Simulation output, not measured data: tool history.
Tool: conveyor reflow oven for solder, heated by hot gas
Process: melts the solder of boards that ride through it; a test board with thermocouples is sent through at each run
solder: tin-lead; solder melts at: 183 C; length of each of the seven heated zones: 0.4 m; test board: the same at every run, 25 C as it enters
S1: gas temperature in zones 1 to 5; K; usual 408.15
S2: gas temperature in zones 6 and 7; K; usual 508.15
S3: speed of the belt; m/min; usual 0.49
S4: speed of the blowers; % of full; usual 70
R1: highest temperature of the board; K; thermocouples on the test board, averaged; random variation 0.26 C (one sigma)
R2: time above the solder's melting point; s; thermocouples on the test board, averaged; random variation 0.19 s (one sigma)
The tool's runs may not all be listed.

run,hour,S1,S2,S3,S4,R1,R2
1,0,408.15,508.15,0.49,70,496.75,81.3
2,51,408.15,514.15,0.49,70,502.45,85.4
3,82.9,408.15,514.15,0.49,70,501.85,85.2
4,117.7,408.15,508.15,0.49,57,493.85,78.1
5,149.3,408.15,508.15,0.49,70,496.45,81.2
6,189.6,408.15,508.15,0.517,70,494.85,75.1
7,230.5,408.15,508.15,0.517,70,495.05,74.9
8,273.5,408.15,508.15,0.517,70,494.15,75.3
# hour 293.8: flux residue cleaned out of gas plates and filters
9,313.2,408.15,508.15,0.49,70,497.45,81.7
10,338.7,408.15,508.15,0.49,70,496.65,81.5
11,372.6,408.15,508.15,0.49,70,496.05,81.2
12,414.9,408.15,508.15,0.49,70,496.55,81.4
# hour 440.3: belt drive overhauled, speed set with a stopwatch
13,467.6,408.15,508.15,0.49,56,492.25,75.1
14,513.5,408.15,508.15,0.49,56,492.75,74.7
15,542.7,408.15,508.15,0.514,56,490.95,69.4
16,577,408.15,508.15,0.514,56,490.25,69.2
17,618.4,408.15,508.15,0.49,61,493.55,76.1
18,646.6,421.15,505.15,0.49,61,492.75,81.4
19,685.9,421.15,510.15,0.479,84,500.75,90.4
20,720.7,394.15,510.15,0.479,84,497.95,77.7
21,764.2,408.15,508.15,0.49,84,496.95,79.9
# hour 796.6: flux residue cleaned out of gas plates and filters
22,809.8,423.15,518.15,0.585,70,501.95,74.5
23,856.9,423.15,518.15,0.585,70,501.55,74.7
24,909.9,423.15,518.15,0.585,70,501.75,74.4
25,960.8,423.15,518.15,0.585,70,501.15,74.3
26,1011,422.15,509.15,0.426,70,500.55,102.4
27,1050.6,422.15,509.15,0.426,70,500.75,102.6
28,1075.1,402.15,500.15,0.49,76,487.35,69.9
29,1105.8,402.15,509.15,0.49,76,496.05,77.1
30,1154,406.15,499.15,0.49,70,486.35,69.2

Forecast each of these 4 alternatives for the next run:
A,1187.8,409.15,508.15,0.49,70,?,?
B,1187.8,406.15,499.15,0.57,70,?,?
C,1187.8,408.15,499.15,0.49,60,?,?
D,1187.8,416.15,506.15,0.533,70,?,?

run,R1,R2
A,494.25,78.2
B,481.45,53.2
C,484.05,67.2
D,491.25,71.5
Without the tool's hidden state the same runs would have given:
run,R1,R2
A,496.75,79.6
B,483.95,55.6
C,486.45,69.4
D,493.75,73
